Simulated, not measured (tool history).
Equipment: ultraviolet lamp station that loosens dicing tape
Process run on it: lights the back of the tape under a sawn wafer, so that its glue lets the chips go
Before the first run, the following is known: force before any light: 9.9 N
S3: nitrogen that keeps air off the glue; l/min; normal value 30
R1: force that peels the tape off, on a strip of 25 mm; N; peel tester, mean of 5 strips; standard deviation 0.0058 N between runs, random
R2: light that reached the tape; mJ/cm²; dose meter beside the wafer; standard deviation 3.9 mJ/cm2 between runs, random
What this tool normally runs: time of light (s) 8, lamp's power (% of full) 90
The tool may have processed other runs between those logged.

{"run": 1, "hour": 0.0, "time of light (s)": 8, "lamp's power (% of full)": 90, "S3": 30, "R1": 0.145, "R2": 668}
{"run": 2, "hour": 34.8, "time of light (s)": 8, "lamp's power (% of full)": 90, "S3": 30, "R1": 0.15, "R2": 668}
{"run": 3, "hour": 81.9, "time of light (s)": 6, "lamp's power (% of full)": 90, "S3": 30, "R1": 0.327, "R2": 497}
{"run": 4, "hour": 110.2, "time of light (s)": 6, "lamp's power (% of full)": 90, "S3": 30, "R1": 0.336, "R2": 502}
{"run": 5, "hour": 164.8, "time of light (s)": 6, "lamp's power (% of full)": 90, "S3": 30, "R1": 0.33, "R2": 491}
{"hour": 173.1, "done": "window cleaned of glue's vapour"}
{"run": 6, "hour": 209.9, "time of light (s)": 6, "lamp's power (% of full)": 90, "S3": 30, "R1": 0.335, "R2": 501}
{"run": 7, "hour": 241.2, "time of light (s)": 6, "lamp's power (% of full)": 90, "S3": 30, "R1": 0.334, "R2": 500}
{"run": 8, "hour": 294.5, "time of light (s)": 6, "lamp's power (% of full)": 90, "S3": 30, "R1": 0.329, "R2": 499}
{"run": 9, "hour": 340.4, "time of light (s)": 8, "lamp's power (% of full)": 90, "S3": 30, "R1": 0.147, "R2": 661}
{"run": 10, "hour": 379.3, "time of light (s)": 8, "lamp's power (% of full)": 90, "S3": 21, "R1": 0.197, "R2": 660}
{"run": 11, "hour": 419.4, "time of light (s)": 8, "lamp's power (% of full)": 90, "S3": 21, "R1": 0.204, "R2": 662}
{"run": 12, "hour": 453.7, "time of light (s)": 8, "lamp's power (% of full)": 90, "S3": 21, "R1": 0.204, "R2": 657}
{"run": 13, "hour": 487.7, "time of light (s)": 10, "lamp's power (% of full)": 90, "S3": 30, "R1": 0.094, "R2": 828}
{"run": 14, "hour": 521.6, "time of light (s)": 14, "lamp's power (% of full)": 87, "S3": 30, "R1": 0.075, "R2": 1117}
{"run": 15, "hour": 565.1, "time of light (s)": 8, "lamp's power (% of full)": 87, "S3": 22, "R1": 0.216, "R2": 642}
{"run": 16, "hour": 592.8, "time of light (s)": 8, "lamp's power (% of full)": 90, "S3": 30, "R1": 0.133, "R2": 663}
{"hour": 597.2, "done": "window cleaned of glue's vapour"}
{"run": 17, "hour": 650.5, "time of light (s)": 5, "lamp's power (% of full)": 79, "S3": 31, "R1": 0.741, "R2": 361}
{"run": 18, "hour": 681.1, "time of light (s)": 5, "lamp's power (% of full)": 79, "S3": 31, "R1": 0.723, "R2": 364}
{"run": 19, "hour": 713.6, "time of light (s)": 5, "lamp's power (% of full)": 79, "S3": 31, "R1": 0.73, "R2": 362}
{"run": 20, "hour": 760.8, "time of light (s)": 6, "lamp's power (% of full)": 90, "S3": 51, "R1": 0.207, "R2": 497}
{"run": 21, "hour": 791.9, "time of light (s)": 6, "lamp's power (% of full)": 90, "S3": 51, "R1": 0.224, "R2": 491}
{"run": 22, "hour": 824.9, "time of light (s)": 4, "lamp's power (% of full)": 85, "S3": 51, "R1": 0.791, "R2": 315}
{"run": 23, "hour": 862.0, "time of light (s)": 4, "lamp's power (% of full)": 85, "S3": 51, "R1": 0.767, "R2": 308}
{"run": 24, "hour": 891.4, "time of light (s)": 7, "lamp's power (% of full)": 94, "S3": 28, "R1": 0.196, "R2": 602}
{"run": 25, "hour": 934.3, "time of light (s)": 7, "lamp's power (% of full)": 98, "S3": 28, "R1": 0.182, "R2": 627}

Each row is a separate what-if for the run after 25, all from the same tool condition, not one after another. Results?
{"run": "A", "hour": 978.9, "time of light (s)": 7, "lamp's power (% of full)": 82, "S3": 38, "R1": "?", "R2": "?"}
{"run": "B", "hour": 978.9, "time of light (s)": 13, "lamp's power (% of full)": 78, "S3": 34, "R1": "?", "R2": "?"}
{"run": "C", "hour": 978.9, "time of light (s)": 12, "lamp's power (% of full)": 64, "S3": 27, "R1": "?", "R2": "?"}
{"run": "D", "hour": 978.9, "time of light (s)": 9, "lamp's power (% of full)": 75, "S3": 57, "R1": "?", "R2": "?"}
{"run": "E", "hour": 978.9, "time of light (s)": 9, "lamp's power (% of full)": 85, "S3": 30, "R1": "?", "R2": "?"}

run=A R1=0.224 R2=527
run=B R1=0.075 R2=920
run=C R1=0.138 R2=702
run=D R1=0.120 R2=618
run=E R1=0.123 R2=700
Without the tool's hidden state the same runs would have given:
run=A R1=0.223 R2=538
run=B R1=0.075 R2=939
run=C R1=0.137 R2=717
run=D R1=0.120 R2=631
run=E R1=0.122 R2=714
